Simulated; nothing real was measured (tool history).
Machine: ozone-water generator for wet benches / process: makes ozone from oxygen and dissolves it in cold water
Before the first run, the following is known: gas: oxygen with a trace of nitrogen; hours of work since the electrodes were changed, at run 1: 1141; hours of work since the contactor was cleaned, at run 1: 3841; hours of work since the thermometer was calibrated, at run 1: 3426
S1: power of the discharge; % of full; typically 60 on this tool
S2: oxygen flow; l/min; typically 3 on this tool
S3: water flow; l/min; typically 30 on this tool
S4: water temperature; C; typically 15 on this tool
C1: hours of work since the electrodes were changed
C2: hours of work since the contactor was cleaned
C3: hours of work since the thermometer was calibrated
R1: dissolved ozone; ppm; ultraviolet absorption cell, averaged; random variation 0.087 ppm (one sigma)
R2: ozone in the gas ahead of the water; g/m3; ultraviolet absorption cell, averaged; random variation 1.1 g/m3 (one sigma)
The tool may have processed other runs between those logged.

run	hour	S1	S2	S3	S4	C1	C2	C3	R1	R2
1	0	60	3	30	15	1141	3841	3426	7.8	181.4
2	195	60	4.84	30	15	1297	3997	3581	8.22	135.1
3	339.2	60	4.84	30	15	1411	4112	3696	8.32	134.3
4	449.4	60	3.98	30	15	1499	4199	3784	8.17	152.6
5	605.7	60	3	46	15	1624	4324	3909	4.61	182.9
6	734.5	60	3	46	15	1726	4426	4011	4.47	180.9
7	843.1	60	3	46	15	1813	4513	4098	4.36	180.1
8	933.4	60	5.3	46	15	1885	4585	4170	5.01	124.6
# hour 954.6: contactor cleaned
9	1059.7	60	5.3	46	15	1982	84	4267	5.11	126.1
10	1211.5	60	5.3	46	15	2103	205	4388	5.13	127.7
11	1325.8	60	3	30	15	2194	296	4479	8.05	181.6
12	1465.8	60	3	30	15	2306	407	4591	7.99	177.7
13	1546.8	60	3	30	15	2370	472	4655	7.9	180.2
14	1669.5	60	1.54	30	15	2468	570	4753	6.87	276.1
15	1849.5	60	3	30	17	2612	713	4896	7.77	180.4
# hour 1955.2: water thermometer calibrated
16	1963	60	3.06	30	17	2702	803	6	7.72	176.7
17	2061.4	60	3.06	30	17	2780	881	85	7.76	174.6
18	2198.9	60	4.11	30	13	2890	991	194	8.45	145.9
19	2311.7	61	3.39	30	10	2979	1081	284	8.35	167.5
20	2419.1	72	1.93	26	23	3065	1166	370	9.42	268.4
21	2612	60	3	30	18	3219	1320	523	7.75	178.4
22	2711.8	76	3	21	18	3298	1400	603	13.5	210.1
23	2888.1	76	3	21	18	3439	1540	743	13.62	209.6
24	3014.1	60	3	30	17	3539	1641	844	7.73	176.7
25	3092.3	60	3	30	17	3601	1703	906	7.69	177
26	3197.8	60	3	19	15	3686	1787	990	13.28	175.7
27	3314.7	60	3	19	15	3779	1880	1083	13.22	176.8
28	3405.8	60	3	44	15	3851	1953	1156	4.69	175.7
29	3547.8	42	2.77	18	19	3964	2066	1269	10.48	144.2
30	3733.2	42	5.31	32	19	4112	2213	1417	5.67	95.9
31	3844	60	3.5	19	8	4200	2302	1505	14.39	159.2
32	4015.3	52	5.27	30	15	4337	2438	1641	7.33	111.2

Branching from run 32: 4 alternative next runs. What would each branch give?
A	4197.7	72	3	43	18	4482	2584	1787	?	?
B	4197.7	74	1.55	30	15	4482	2584	1787	?	?
C	4197.7	44	5.23	30	16	4482	2584	1787	?	?
D	4197.7	60	3	30	10	4482	2584	1787	?	?

run	R1	R2
A	5.35	197.9
B	7.72	308.1
C	6.43	99.6
D	7.9	173.8
With no hidden state in the tool, these same runs would have given:
run	R1	R2
A	5.88	211.4
B	8.48	329.5
C	6.9	104
D	8.6	184.1
